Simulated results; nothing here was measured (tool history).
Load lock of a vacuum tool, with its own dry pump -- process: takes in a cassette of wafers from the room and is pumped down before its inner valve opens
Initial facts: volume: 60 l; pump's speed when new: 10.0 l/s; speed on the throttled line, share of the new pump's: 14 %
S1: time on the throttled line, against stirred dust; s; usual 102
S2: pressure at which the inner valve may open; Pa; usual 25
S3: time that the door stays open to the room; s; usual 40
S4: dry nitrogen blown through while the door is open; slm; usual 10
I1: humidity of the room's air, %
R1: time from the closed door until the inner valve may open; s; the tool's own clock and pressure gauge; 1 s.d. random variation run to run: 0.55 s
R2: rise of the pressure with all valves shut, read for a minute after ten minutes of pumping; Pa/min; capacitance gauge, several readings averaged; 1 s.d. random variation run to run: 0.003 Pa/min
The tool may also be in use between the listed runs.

run,hour,S1,S2,S3,S4,I1,R1,R2
1,0,102,25,40,10,41.5,144,0.3
2,167.8,102,25,40,10,45.3,144.1,0.31
3,456.4,102,25,40,10,45,143.8,0.318
4,705.6,102,25,40,10,44.6,143.6,0.335
5,925.5,102,25,40,10,44.7,144.9,0.342
6,1265.5,102,25,40,10,43,144.8,0.363
7,1474.9,63,25,40,10,48.1,113.2,0.375
8,1794.3,63,25,40,10,44.7,113.3,0.392
9,1944.4,63,25,40,10,46.4,113.4,0.401
# hour 2027.7: dry pump taken out, an overhauled one fitted
10,2212.5,102,30,40,10,44.8,136.6,0.412
11,2539,102,25,40,6,43.1,137.4,0.425
12,2779.6,102,25,40,6,46.8,136.5,0.436
13,3057,102,25,40,6,46.4,137.3,0.468
14,3347.2,102,25,40,6,44.7,138.3,0.467
15,3538.9,102,25,40,9,44.3,138.1,0.479
16,3809.5,52,18,86,42,47.7,97.8,0.493
17,4086.2,75,50,40,7,41.9,111,0.533
18,4289.6,75,50,40,7,46.1,111,0.529
19,4524.6,75,50,40,7,45.2,111.5,0.546
20,4747.1,186,30,40,7,42.7,210.1,0.552
# hour 4866.1: door's seal changed, seat wiped
21,5036.9,99,30,40,13,46.1,134,0.015
22,5348.9,99,30,40,13,43.9,135.8,0.014
23,5665.5,102,25,57,10,45.8,139.4,0.026
24,5836.3,109,18,175,29,45.7,148.1,0.037
25,6021.1,106,33,40,17,45.8,140.7,0.027
26,6355.9,106,33,52,14,43,142.4,0.038
27,6706.9,106,33,52,11,46.1,142.6,0.042
28,6872.2,106,33,52,11,41.6,142.2,0.046

Predict each of these 4 candidate next runs independently; none follows another, all start after run 28:
A,7226.1,81,18,52,11,42.3,?,?
B,7226.1,162,32,33,10,45.3,?,?
C,7226.1,96,33,52,11,43.8,?,?
D,7226.1,106,28,52,11,41.9,?,?

run,R1,R2
A,125.3,0.051
B,191.6,0.052
C,133.8,0.052
D,143.3,0.051
Without the tool's hidden state the same runs would have given:
run,R1,R2
A,122.1,0.015
B,189.5,0.016
C,131,0.015
D,140.6,0.015
